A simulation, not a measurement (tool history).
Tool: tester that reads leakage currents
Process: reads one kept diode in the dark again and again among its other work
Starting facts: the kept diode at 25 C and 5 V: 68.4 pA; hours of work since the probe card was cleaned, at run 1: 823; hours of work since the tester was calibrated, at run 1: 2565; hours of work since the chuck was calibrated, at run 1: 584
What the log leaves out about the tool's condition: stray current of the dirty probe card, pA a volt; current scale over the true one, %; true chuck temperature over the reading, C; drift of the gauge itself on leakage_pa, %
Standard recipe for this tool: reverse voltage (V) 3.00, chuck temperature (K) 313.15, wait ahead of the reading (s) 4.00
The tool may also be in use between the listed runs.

| run | hour | reverse voltage (V) | chuck temperature (K) | wait ahead of the reading (s) | hours of work since the probe card was cleaned | hours of work since the tester was calibrated | hours of work since the chuck was calibrated | current that the tester gives (pA) |
|---|---|---|---|---|---|---|---|---|
| 1 | 0.0 | 3.00 | 313.15 | 4.00 | 823 | 2565 | 584 | 150.94 |
| 2 | 130.6 | 3.00 | 313.15 | 4.00 | 908 | 2650 | 669 | 151.04 |
| 3 | 273.5 | 3.00 | 313.15 | 4.00 | 1001 | 2743 | 762 | 150.84 |
| 4 | 542.4 | 3.00 | 313.15 | 4.00 | 1176 | 2918 | 938 | 150.77 |
|  | 578.2 | chuck's temperature calibrated |
| 5 | 660.7 | 3.00 | 313.15 | 0.60 | 1252 | 2994 | 54 | 152.16 |
| 6 | 812.7 | 3.00 | 313.15 | 0.60 | 1351 | 3093 | 153 | 151.78 |
| 7 | 1079.0 | 6.67 | 313.15 | 4.00 | 1525 | 3267 | 326 | 240.76 |
| 8 | 1241.7 | 6.67 | 313.15 | 4.00 | 1631 | 3373 | 432 | 240.52 |
| 9 | 1451.8 | 6.67 | 313.15 | 4.00 | 1768 | 3510 | 569 | 241.24 |
| 10 | 1581.6 | 6.67 | 313.15 | 4.00 | 1852 | 3594 | 654 | 241.05 |
|  | 1670.5 | probe card cleaned and baked |
| 11 | 1812.2 | 2.29 | 313.15 | 4.00 | 92 | 3742 | 802 | 128.68 |
| 12 | 1950.0 | 5.59 | 313.15 | 4.00 | 182 | 3832 | 892 | 217.79 |
|  | 2065.8 | chuck's temperature calibrated |
| 13 | 2204.5 | 5.59 | 313.15 | 4.00 | 347 | 3997 | 90 | 217.44 |
| 14 | 2453.1 | 3.00 | 325.15 | 4.00 | 509 | 4159 | 252 | 333.69 |
|  | 2500.1 | tester calibrated |
| 15 | 2702.9 | 3.00 | 313.15 | 8.41 | 670 | 132 | 414 | 150.50 |
| 16 | 2901.0 | 3.00 | 313.15 | 8.41 | 799 | 261 | 543 | 149.87 |
| 17 | 3141.8 | 3.00 | 313.15 | 4.00 | 956 | 418 | 700 | 150.61 |
| 18 | 3305.4 | 3.00 | 295.15 | 4.00 | 1063 | 525 | 806 | 40.51 |
|  | 3549.6 | chuck's temperature calibrated |
| 19 | 3567.9 | 3.00 | 295.15 | 4.00 | 1232 | 694 | 12 | 40.39 |
| 20 | 3705.8 | 3.00 | 295.15 | 4.00 | 1322 | 784 | 102 | 40.54 |
| 21 | 3897.4 | 3.00 | 307.15 | 9.09 | 1447 | 909 | 227 | 98.68 |
| 22 | 4083.9 | 3.00 | 307.15 | 9.09 | 1569 | 1031 | 348 | 98.62 |
| 23 | 4312.3 | 3.00 | 331.15 | 0.59 | 1717 | 1180 | 497 | 485.67 |
| 24 | 4587.7 | 1.92 | 313.15 | 4.00 | 1897 | 1359 | 676 | 116.32 |
|  | 4613.6 | probe card cleaned and baked |
| 25 | 4734.8 | 1.92 | 313.15 | 4.00 | 79 | 1453 | 770 | 115.52 |
| 26 | 4971.8 | 11.35 | 313.15 | 0.31 | 233 | 1607 | 925 | 337.83 |
|  | 5028.3 | chuck's temperature calibrated |
| 27 | 5159.5 | 3.00 | 313.15 | 6.54 | 354 | 1728 | 85 | 150.69 |
| 28 | 5348.5 | 2.57 | 304.15 | 9.93 | 478 | 1851 | 209 | 72.63 |
| 29 | 5552.8 | 2.57 | 304.15 | 9.93 | 611 | 1985 | 342 | 72.21 |
| 30 | 5728.4 | 2.57 | 304.15 | 9.93 | 725 | 2099 | 456 | 72.85 |
| 31 | 5861.5 | 5.71 | 298.15 | 4.00 | 812 | 2186 | 543 | 74.40 |
| 32 | 6078.8 | 5.71 | 328.15 | 1.56 | 953 | 2327 | 684 | 589.12 |

What does the tool deliver on the next run?
| 33 | 6254.5 | 5.71 | 328.15 | 1.56 | 1068 | 2442 | 799 | ? |

For run 33 the tool returned current that the tester gives (pA) 593.62.
With the hidden condition absent and the run-to-run variation left alone, this run would have shown current that the tester gives (pA) 593.14.
